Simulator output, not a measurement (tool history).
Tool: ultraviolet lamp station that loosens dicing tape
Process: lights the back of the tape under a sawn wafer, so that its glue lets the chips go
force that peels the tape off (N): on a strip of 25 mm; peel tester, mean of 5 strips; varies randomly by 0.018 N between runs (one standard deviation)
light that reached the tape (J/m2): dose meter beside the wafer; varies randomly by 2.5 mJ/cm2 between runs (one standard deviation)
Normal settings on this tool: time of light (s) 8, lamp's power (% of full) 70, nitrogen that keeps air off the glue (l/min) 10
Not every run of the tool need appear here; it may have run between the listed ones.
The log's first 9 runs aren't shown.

| run | day | time of light (s) | lamp's power (% of full) | nitrogen that keeps air off the glue (l/min) | force that peels the tape off (N) | light that reached the tape (J/m2) |
|---|---|---|---|---|---|---|
| 10 | 5.938 | 8 | 70 | 10 | 0.839 | 2980 |
| 11 | 6.808 | 8 | 95 | 10 | 0.471 | 3970 |
| 12 | 7.312 | 8 | 78 | 10 | 0.718 | 3300 |
| 13 | 8.121 | 8 | 78 | 18 | 0.467 | 3280 |
| 14 | 8.554 | 8 | 70 | 4 | 1.54 | 2900 |
| 15 | 9.254 | 8 | 70 | 4 | 1.576 | 2960 |
| 16 | 9.975 | 8 | 70 | 4 | 1.53 | 2930 |
| 17 | 10.771 | 8 | 70 | 4 | 1.549 | 2940 |
| 18 | 11.25 | 7 | 91 | 7 | 0.816 | 3360 |
| 19 | 11.992 | 10 | 78 | 9 | 0.494 | 4060 |
| 20 | 12.846 | 10 | 78 | 9 | 0.477 | 4110 |
| 21 | 13.704 | 5 | 83 | 6 | 1.802 | 2170 |
| 22 | 14.479 | 6 | 83 | 6 | 1.405 | 2620 |
| 23 | 15.067 | 6 | 83 | 6 | 1.435 | 2580 |
| 24 | 15.9 | 12 | 79 | 5 | 0.532 | 4960 |
| 25 | 16.338 | 4 | 79 | 5 | 2.792 | 1650 |
| 26 | 17.029 | 10 | 90 | 13 | 0.31 | 4720 |
| 27 | 17.921 | 5 | 70 | 3 | 3.105 | 1840 |
| 28 | 18.467 | 5 | 70 | 10 | 1.761 | 1850 |
| 29 | 19.396 | 14 | 78 | 10 | 0.281 | 5750 |
| 30 | 19.788 | 8 | 70 | 6 | 1.145 | 2920 |
| 31 | 20.271 | 8 | 70 | 6 | 1.155 | 3000 |
| 32 | 21.017 | 8 | 70 | 17 | 0.599 | 2910 |
| 33 | 21.679 | 8 | 70 | 17 | 0.615 | 2930 |
| 34 | 22.217 | 4 | 83 | 7 | 2.239 | 1740 |

Each row is a separate what-if for the run after 34, all from the same tool condition, not one after another. Results?
| A | 23.15 | 5 | 61 | 4 | ? | ? |
| B | 23.15 | 9 | 70 | 10 | ? | ? |
| C | 23.15 | 5 | 97 | 7 | ? | ? |
| D | 23.15 | 7 | 98 | 5 | ? | ? |
| E | 23.15 | 15 | 61 | 3 | ? | ? |

| run | force that peels the tape off (N) | light that reached the tape (J/m2) |
|---|---|---|
| A | 3.143 | 1570 |
| B | 0.657 | 3310 |
| C | 1.357 | 2540 |
| D | 0.959 | 3590 |
| E | 0.822 | 4820 |
Take away the tool's hidden state, keep each run's random variation, and the runs would have read:
| run | force that peels the tape off (N) | light that reached the tape (J/m2) |
|---|---|---|
| A | 3.137 | 1570 |
| B | 0.654 | 3320 |
| C | 1.352 | 2550 |
| D | 0.956 | 3600 |
| E | 0.819 | 4830 |
